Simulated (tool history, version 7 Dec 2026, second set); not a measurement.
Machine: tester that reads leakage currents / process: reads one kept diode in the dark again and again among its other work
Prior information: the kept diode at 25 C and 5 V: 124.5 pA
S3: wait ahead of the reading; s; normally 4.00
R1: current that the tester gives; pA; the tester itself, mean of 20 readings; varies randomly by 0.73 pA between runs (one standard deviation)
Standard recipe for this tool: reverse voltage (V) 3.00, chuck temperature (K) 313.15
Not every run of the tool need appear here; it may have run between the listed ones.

{"run": 1, "hour": 0.0, "reverse voltage (V)": 3.0, "chuck temperature (K)": 313.15, "S3": 4.0, "R1": 270.61}
{"run": 2, "hour": 35.8, "reverse voltage (V)": 3.0, "chuck temperature (K)": 313.15, "S3": 4.0, "R1": 270.25}
{"run": 3, "hour": 54.6, "reverse voltage (V)": 3.0, "chuck temperature (K)": 313.15, "S3": 4.0, "R1": 271.28}
{"run": 4, "hour": 86.7, "reverse voltage (V)": 3.0, "chuck temperature (K)": 313.15, "S3": 4.0, "R1": 269.59}
{"run": 5, "hour": 128.4, "reverse voltage (V)": 3.0, "chuck temperature (K)": 313.15, "S3": 4.0, "R1": 269.57}
{"run": 6, "hour": 154.0, "reverse voltage (V)": 8.1, "chuck temperature (K)": 313.15, "S3": 4.0, "R1": 448.77}
{"run": 7, "hour": 185.7, "reverse voltage (V)": 3.0, "chuck temperature (K)": 307.15, "S3": 4.0, "R1": 181.24}
{"run": 8, "hour": 216.4, "reverse voltage (V)": 3.0, "chuck temperature (K)": 313.15, "S3": 4.0, "R1": 271.14}
{"run": 9, "hour": 262.0, "reverse voltage (V)": 3.0, "chuck temperature (K)": 313.15, "S3": 0.89, "R1": 270.39}
{"run": 10, "hour": 286.8, "reverse voltage (V)": 3.0, "chuck temperature (K)": 313.15, "S3": 0.89, "R1": 270.95}
{"run": 11, "hour": 320.7, "reverse voltage (V)": 3.0, "chuck temperature (K)": 296.15, "S3": 4.0, "R1": 83.89}
{"run": 12, "hour": 351.1, "reverse voltage (V)": 4.11, "chuck temperature (K)": 296.15, "S3": 4.0, "R1": 97.99}
{"run": 13, "hour": 377.8, "reverse voltage (V)": 4.11, "chuck temperature (K)": 296.15, "S3": 4.0, "R1": 98.51}
{"run": 14, "hour": 398.7, "reverse voltage (V)": 4.11, "chuck temperature (K)": 296.15, "S3": 4.0, "R1": 98.57}
{"run": 15, "hour": 430.9, "reverse voltage (V)": 3.0, "chuck temperature (K)": 313.15, "S3": 8.81, "R1": 270.04}
{"run": 16, "hour": 465.8, "reverse voltage (V)": 3.0, "chuck temperature (K)": 313.15, "S3": 4.0, "R1": 269.16}
{"run": 17, "hour": 501.8, "reverse voltage (V)": 2.2, "chuck temperature (K)": 313.15, "S3": 4.0, "R1": 230.02}
{"run": 18, "hour": 532.7, "reverse voltage (V)": 10.63, "chuck temperature (K)": 313.15, "S3": 4.0, "R1": 507.89}
{"run": 19, "hour": 575.1, "reverse voltage (V)": 10.63, "chuck temperature (K)": 313.15, "S3": 4.0, "R1": 514.11}
{"run": 20, "hour": 614.6, "reverse voltage (V)": 10.63, "chuck temperature (K)": 313.15, "S3": 4.0, "R1": 508.47}
{"run": 21, "hour": 634.9, "reverse voltage (V)": 10.63, "chuck temperature (K)": 313.15, "S3": 4.0, "R1": 509.92}
{"run": 22, "hour": 659.0, "reverse voltage (V)": 1.1, "chuck temperature (K)": 314.15, "S3": 4.0, "R1": 173.32}
{"run": 23, "hour": 699.1, "reverse voltage (V)": 1.1, "chuck temperature (K)": 323.15, "S3": 4.0, "R1": 309.1}
{"run": 24, "hour": 733.6, "reverse voltage (V)": 1.1, "chuck temperature (K)": 295.15, "S3": 0.57, "R1": 46.38}
{"run": 25, "hour": 768.3, "reverse voltage (V)": 5.84, "chuck temperature (K)": 313.15, "S3": 6.65, "R1": 377.02}
{"run": 26, "hour": 802.5, "reverse voltage (V)": 1.11, "chuck temperature (K)": 308.15, "S3": 4.0, "R1": 116.23}
{"run": 27, "hour": 845.8, "reverse voltage (V)": 3.0, "chuck temperature (K)": 297.15, "S3": 4.0, "R1": 89.24}
{"run": 28, "hour": 889.6, "reverse voltage (V)": 12.11, "chuck temperature (K)": 297.15, "S3": 0.41, "R1": 193.9}
{"run": 29, "hour": 924.9, "reverse voltage (V)": 19.91, "chuck temperature (K)": 326.15, "S3": 4.0, "R1": 1592.61}
{"run": 30, "hour": 947.8, "reverse voltage (V)": 19.91, "chuck temperature (K)": 326.15, "S3": 2.46, "R1": 1594.25}
{"run": 31, "hour": 983.4, "reverse voltage (V)": 5.38, "chuck temperature (K)": 332.15, "S3": 1.6, "R1": 1175.48}
{"run": 32, "hour": 1016.0, "reverse voltage (V)": 3.0, "chuck temperature (K)": 309.15, "S3": 0.53, "R1": 205.15}
{"run": 33, "hour": 1059.3, "reverse voltage (V)": 7.2, "chuck temperature (K)": 300.15, "S3": 0.53, "R1": 176.62}
{"run": 34, "hour": 1094.9, "reverse voltage (V)": 1.29, "chuck temperature (K)": 297.15, "S3": 4.1, "R1": 57.64}
{"hour": 1124.2, "done": "probe card cleaned and baked"}
{"run": 35, "hour": 1136.4, "reverse voltage (V)": 6.69, "chuck temperature (K)": 305.15, "S3": 2.77, "R1": 225.61}
{"run": 36, "hour": 1160.7, "reverse voltage (V)": 2.68, "chuck temperature (K)": 313.15, "S3": 4.0, "R1": 248.12}
{"run": 37, "hour": 1186.3, "reverse voltage (V)": 6.38, "chuck temperature (K)": 319.15, "S3": 8.09, "R1": 565.79}
{"run": 38, "hour": 1218.1, "reverse voltage (V)": 8.66, "chuck temperature (K)": 298.15, "S3": 3.05, "R1": 153.62}
{"run": 39, "hour": 1251.8, "reverse voltage (V)": 8.66, "chuck temperature (K)": 298.15, "S3": 3.05, "R1": 154.33}
{"run": 40, "hour": 1279.8, "reverse voltage (V)": 6.33, "chuck temperature (K)": 306.15, "S3": 1.25, "R1": 235.49}
{"run": 41, "hour": 1317.5, "reverse voltage (V)": 8.53, "chuck temperature (K)": 303.15, "S3": 4.0, "R1": 220.29}

How would selected steps in R1 from run to run divide? Give the signed amount a tool lacking its hidden state would still show from settings, what came in and random variation, and the signed amount left for the hidden state, including any gauge scatter that is not in both of the compared results.
Hidden state present: stray current of the dirty probe card, pA a volt; current scale over the true one, %; true chuck temperature over the reading, C; drift of the gauge itself on leakage_pa, %.
Run 28 -> 29: reverse voltage (V) 12.11 -> 19.91, chuck temperature (K) 297.15 -> 326.15, S3 0.41 -> 4.00. R1 +1398.71 pA: hidden state -54.46, all else +1453.17.
Run 30 -> 31: reverse voltage (V) 19.91 -> 5.38, chuck temperature (K) 326.15 -> 332.15, S3 2.46 -> 1.60. R1 -418.77 pA: hidden state -0.37, all else -418.40.
Run 31 -> 32: reverse voltage (V) 5.38 -> 3.00, chuck temperature (K) 332.15 -> 309.15, S3 1.60 -> 0.53. R1 -970.33 pA: hidden state +40.89, all else -1011.22.
Run 37 -> 38: reverse voltage (V) 6.38 -> 8.66, chuck temperature (K) 319.15 -> 298.15, S3 8.09 -> 3.05. R1 -412.17 pA: hidden state +21.78, all else -433.95.

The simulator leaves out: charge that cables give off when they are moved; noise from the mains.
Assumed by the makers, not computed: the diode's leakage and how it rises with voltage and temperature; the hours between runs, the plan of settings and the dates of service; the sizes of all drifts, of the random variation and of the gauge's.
